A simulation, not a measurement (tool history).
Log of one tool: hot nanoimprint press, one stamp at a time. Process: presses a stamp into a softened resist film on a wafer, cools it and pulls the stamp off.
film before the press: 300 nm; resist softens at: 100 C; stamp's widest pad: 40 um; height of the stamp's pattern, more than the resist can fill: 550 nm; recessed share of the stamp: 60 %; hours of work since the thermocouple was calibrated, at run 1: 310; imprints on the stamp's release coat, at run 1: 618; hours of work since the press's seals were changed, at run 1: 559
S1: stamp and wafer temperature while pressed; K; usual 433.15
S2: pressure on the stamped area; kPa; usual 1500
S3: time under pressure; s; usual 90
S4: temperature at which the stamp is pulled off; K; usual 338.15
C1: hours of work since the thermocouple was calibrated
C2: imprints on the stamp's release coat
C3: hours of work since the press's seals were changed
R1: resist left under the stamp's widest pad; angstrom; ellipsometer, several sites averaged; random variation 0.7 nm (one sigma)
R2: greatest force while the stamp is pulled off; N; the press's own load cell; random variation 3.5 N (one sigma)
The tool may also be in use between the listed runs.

{"run": 1, "hour": 0.0, "S1": 433.15, "S2": 1500, "S3": 90, "S4": 338.15, "C1": 310, "C2": 618, "C3": 559, "R1": 1001, "R2": 205}
{"run": 2, "hour": 25.3, "S1": 433.15, "S2": 1500, "S3": 90, "S4": 338.15, "C1": 322, "C2": 704, "C3": 570, "R1": 999, "R2": 208}
{"run": 3, "hour": 70.5, "S1": 433.15, "S2": 1500, "S3": 90, "S4": 338.15, "C1": 343, "C2": 858, "C3": 591, "R1": 986, "R2": 217}
{"run": 4, "hour": 114.9, "S1": 433.15, "S2": 1800, "S3": 90, "S4": 338.15, "C1": 363, "C2": 1009, "C3": 612, "R1": 905, "R2": 236}
{"run": 5, "hour": 165.0, "S1": 433.15, "S2": 1800, "S3": 90, "S4": 338.15, "C1": 387, "C2": 1180, "C3": 635, "R1": 902, "R2": 238}
{"run": 6, "hour": 192.4, "S1": 433.15, "S2": 1500, "S3": 90, "S4": 338.15, "C1": 399, "C2": 1273, "C3": 648, "R1": 972, "R2": 248}
{"run": 7, "hour": 222.0, "S1": 433.15, "S2": 1500, "S3": 90, "S4": 338.15, "C1": 413, "C2": 1374, "C3": 662, "R1": 977, "R2": 256}
{"run": 8, "hour": 249.0, "S1": 433.15, "S2": 1500, "S3": 90, "S4": 338.15, "C1": 426, "C2": 1466, "C3": 674, "R1": 971, "R2": 268}
{"hour": 281.7, "done": "stamp cleaned and given a new release coat"}
{"run": 9, "hour": 295.3, "S1": 433.15, "S2": 1500, "S3": 90, "S4": 338.15, "C1": 444, "C2": 46, "C3": 693, "R1": 956, "R2": 172}
{"run": 10, "hour": 343.8, "S1": 433.15, "S2": 1500, "S3": 90, "S4": 338.15, "C1": 467, "C2": 211, "C3": 715, "R1": 948, "R2": 175}
{"run": 11, "hour": 385.4, "S1": 433.15, "S2": 1500, "S3": 90, "S4": 338.15, "C1": 486, "C2": 353, "C3": 734, "R1": 952, "R2": 186}
{"hour": 390.5, "done": "plate thermocouple calibrated"}
{"run": 12, "hour": 412.7, "S1": 433.15, "S2": 1500, "S3": 90, "S4": 338.15, "C1": 10, "C2": 436, "C3": 746, "R1": 891, "R2": 185}
{"run": 13, "hour": 458.3, "S1": 433.15, "S2": 1500, "S3": 90, "S4": 338.15, "C1": 31, "C2": 591, "C3": 767, "R1": 878, "R2": 188}
{"run": 14, "hour": 490.0, "S1": 433.15, "S2": 1500, "S3": 90, "S4": 338.15, "C1": 46, "C2": 699, "C3": 781, "R1": 884, "R2": 201}
{"run": 15, "hour": 534.6, "S1": 433.15, "S2": 1500, "S3": 90, "S4": 338.15, "C1": 67, "C2": 851, "C3": 802, "R1": 884, "R2": 209}
{"run": 16, "hour": 584.1, "S1": 433.15, "S2": 1500, "S3": 90, "S4": 338.15, "C1": 90, "C2": 1019, "C3": 825, "R1": 866, "R2": 221}
{"run": 17, "hour": 608.8, "S1": 440.15, "S2": 1500, "S3": 176, "S4": 327.15, "C1": 101, "C2": 1103, "C3": 837, "R1": 377, "R2": 283}
{"run": 18, "hour": 654.5, "S1": 438.15, "S2": 1290, "S3": 119, "S4": 341.15, "C1": 122, "C2": 1259, "C3": 858, "R1": 563, "R2": 222}
{"hour": 661.3, "done": "plate thermocouple calibrated, once more"}
{"hour": 672.8, "done": "press's hydraulic seals changed and the load cell set to zero"}
{"run": 19, "hour": 703.4, "S1": 438.15, "S2": 1290, "S3": 119, "S4": 341.15, "C1": 16, "C2": 1388, "C3": 14, "R1": 693, "R2": 246}
{"run": 20, "hour": 745.9, "S1": 444.15, "S2": 1290, "S3": 119, "S4": 336.15, "C1": 35, "C2": 1533, "C3": 34, "R1": 445, "R2": 277}
{"hour": 758.0, "done": "stamp cleaned and given a new release coat"}
{"run": 21, "hour": 777.2, "S1": 430.15, "S2": 1500, "S3": 135, "S4": 338.15, "C1": 47, "C2": 65, "C3": 46, "R1": 1122, "R2": 170}
{"run": 22, "hour": 804.0, "S1": 445.15, "S2": 1500, "S3": 129, "S4": 338.15, "C1": 60, "C2": 156, "C3": 58, "R1": 373, "R2": 174}
{"run": 23, "hour": 853.3, "S1": 423.15, "S2": 1880, "S3": 90, "S4": 338.15, "C1": 82, "C2": 324, "C3": 81, "R1": 1936, "R2": 191}
{"run": 24, "hour": 877.2, "S1": 423.15, "S2": 1880, "S3": 90, "S4": 338.15, "C1": 94, "C2": 405, "C3": 92, "R1": 1929, "R2": 195}
{"run": 25, "hour": 921.8, "S1": 444.15, "S2": 1770, "S3": 77, "S4": 327.15, "C1": 114, "C2": 557, "C3": 113, "R1": 462, "R2": 240}
{"run": 26, "hour": 947.0, "S1": 433.15, "S2": 1500, "S3": 90, "S4": 325.15, "C1": 126, "C2": 643, "C3": 124, "R1": 1044, "R2": 264}
{"run": 27, "hour": 972.5, "S1": 433.15, "S2": 970, "S3": 90, "S4": 325.15, "C1": 138, "C2": 730, "C3": 136, "R1": 1260, "R2": 268}
{"run": 28, "hour": 1018.6, "S1": 436.15, "S2": 970, "S3": 60, "S4": 325.15, "C1": 159, "C2": 887, "C3": 157, "R1": 1202, "R2": 274}
{"run": 29, "hour": 1045.8, "S1": 436.15, "S2": 970, "S3": 60, "S4": 325.15, "C1": 172, "C2": 980, "C3": 170, "R1": 1188, "R2": 295}
{"run": 30, "hour": 1089.5, "S1": 436.15, "S2": 970, "S3": 60, "S4": 325.15, "C1": 192, "C2": 1128, "C3": 190, "R1": 1190, "R2": 301}
{"run": 31, "hour": 1113.6, "S1": 436.15, "S2": 970, "S3": 60, "S4": 325.15, "C1": 203, "C2": 1210, "C3": 201, "R1": 1183, "R2": 310}

Measured less the same run without the tool's hidden state. The same run-to-run variation is in both; the gauge's scatter may not be:
The hidden state here: true temperature over the reading, C; pressure that arrives at the usual setting, %; grip of the stamp's worn release coat, % over a new coat's; drift of the gauge itself on residual_nm, %; drift of the gauge itself on pull_off_n, %.
run=1 R1=-81 R2=+36
run=2 R1=-84 R2=+41
run=3 R1=-89 R2=+50
run=4 R1=-86 R2=+62
run=5 R1=-92 R2=+71
run=6 R1=-103 R2=+78
run=7 R1=-107 R2=+86
run=8 R1=-110 R2=+94
run=9 R1=-114 R2=-3
run=10 R1=-119 R2=+7
run=11 R1=-125 R2=+16
run=12 R1=-186 R2=+17
run=13 R1=-189 R2=+26
run=14 R1=-194 R2=+34
run=15 R1=-198 R2=+42
run=16 R1=-202 R2=+53
run=17 R1=-87 R2=+76
run=18 R1=-135 R2=+64
run=19 R1=-7 R2=+88
run=20 R1=-6 R2=+106
run=21 R1=-21 R2=+3
run=22 R1=-8 R2=+9
run=23 R1=-41 R2=+19
run=24 R1=-47 R2=+25
run=25 R1=-15 R2=+40
run=26 R1=-40 R2=+51
run=27 R1=-51 R2=+58
run=28 R1=-53 R2=+69
run=29 R1=-56 R2=+80
run=30 R1=-63 R2=+90
run=31 R1=-66 R2=+98
